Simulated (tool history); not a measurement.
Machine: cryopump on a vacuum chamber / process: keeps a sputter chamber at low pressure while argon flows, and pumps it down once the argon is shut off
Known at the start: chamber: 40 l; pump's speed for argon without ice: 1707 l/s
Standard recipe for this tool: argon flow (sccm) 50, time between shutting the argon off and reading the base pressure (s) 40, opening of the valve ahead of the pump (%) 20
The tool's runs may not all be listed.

run   hour  argon flow (sccm)  time between shutting the argon off and reading the base pressure (s)  opening of the valve ahead of the pump (%)  pressure while argon flows (Pa)  pressure after the wait (uPa)
  1    0.0                 50                                                                     40                                          20                           0.2521                           3.22
  2   13.7                 50                                                                     40                                          20                           0.2513                           3.24
  3   29.3                 50                                                                     40                                          20                           0.2516                           3.21
  4   44.6                 50                                                                     40                                          20                           0.2491                           3.17
  5   52.9                 50                                                                     40                                          20                           0.2499                           3.20
  6   64.2                 50                                                                     40                                          44                           0.1158                           3.15
  7   72.6                 50                                                                     27                                          44                           0.1164                           3.77
  8   86.9                 50                                                                     40                                          20                           0.2494                           3.23
  9   94.6                 50                                                                     40                                          20                           0.2496                           3.29
 10  108.2                 50                                                                     40                                          19                           0.2623                           3.24
 11  119.0                 50                                                                     40                                          54                           0.0949                           3.24
 12  132.2                 50                                                                     40                                          54                           0.0956                           3.19
 13  147.8                 50                                                                     40                                          20                           0.2521                           3.29
 14  159.2                 50                                                                     40                                          20                           0.2508                           3.29
 15  167.2                 50                                                                     40                                          20                           0.2496                           3.23
 16  175.5                 50                                                                     40                                          20                           0.2517                           3.15
 17  190.0                 50                                                                     40                                          20                           0.2516                           3.32
 18  203.7                 50                                                                     40                                          23                           0.2186                           3.25
 19  215.9                 40                                                                     40                                          23                           0.1759                           3.29
 20  229.8                 45                                                                     26                                          20                           0.2252                           4.01
 21  242.3                 50                                                                     49                                          46                           0.1108                           3.09
 22  251.1                 50                                                                     40                                          45                           0.1137                           3.35
 23  259.7                 84                                                                     50                                          18                           0.4716                           3.18
 24  268.4                 72                                                                    162                                          27                           0.2690                           2.40
 25  278.3                 72                                                                    162                                          27                           0.2672                           2.41
 26  289.7                 53                                                                     40                                          16                           0.3323                           3.34
 27  300.5                 50                                                                     40                                          23                           0.2191                           3.25
 28  308.8                 50                                                                     40                                          23                           0.2203                           3.36
 29  321.1                 90                                                                     40                                          30                           0.3038                           3.37
 30  331.2                 50                                                                     87                                          20                           0.2520                           2.71
 31  340.1                 66                                                                     40                                          20                           0.3322                           3.49
 32  347.2                 50                                                                     83                                          20                           0.2514                           2.83
 33  356.3                 27                                                                     65                                          29                           0.0941                           2.90
 34  364.9                 27                                                                     65                                          29                           0.0953                           2.97

Hidden state or all else? Some run-to-run changes of pressure while argon flows (Pa), split into what the settings, what came in and random variation would give without the hidden state, and what is left for the hidden state (with any gauge scatter that isn't in both results):
Hidden conditions of the tool in this case: pump's speed, % of a pump's without ice; cold plate's temperature, K; leak into the chamber, uPa l/s; drift of the gauge itself on working_pa, %; drift of the gauge itself on base_upa, %.
Run 10 -> 11: opening of the valve ahead of the pump (%) 19 -> 54. pressure while argon flows (Pa) -0.1674: hidden state +0.0001, all else -0.1675.
Run 22 -> 23: argon flow (sccm) 50 -> 84, time between shutting the argon off and reading the base pressure (s) 40 -> 50, opening of the valve ahead of the pump (%) 45 -> 18. pressure while argon flows (Pa) +0.3579: hidden state +0.0028, all else +0.3551.
Run 23 -> 24: argon flow (sccm) 84 -> 72, time between shutting the argon off and reading the base pressure (s) 50 -> 162, opening of the valve ahead of the pump (%) 18 -> 27. pressure while argon flows (Pa) -0.2026: hidden state -0.0010, all else -0.2016.
Run 28 -> 29: argon flow (sccm) 50 -> 90, opening of the valve ahead of the pump (%) 23 -> 30. pressure while argon flows (Pa) +0.0835: hidden state +0.0036, all else +0.0799.
Run 29 -> 30: argon flow (sccm) 90 -> 50, time between shutting the argon off and reading the base pressure (s) 40 -> 87, opening of the valve ahead of the pump (%) 30 -> 20. pressure while argon flows (Pa) -0.0518: hidden state -0.0034, all else -0.0484.
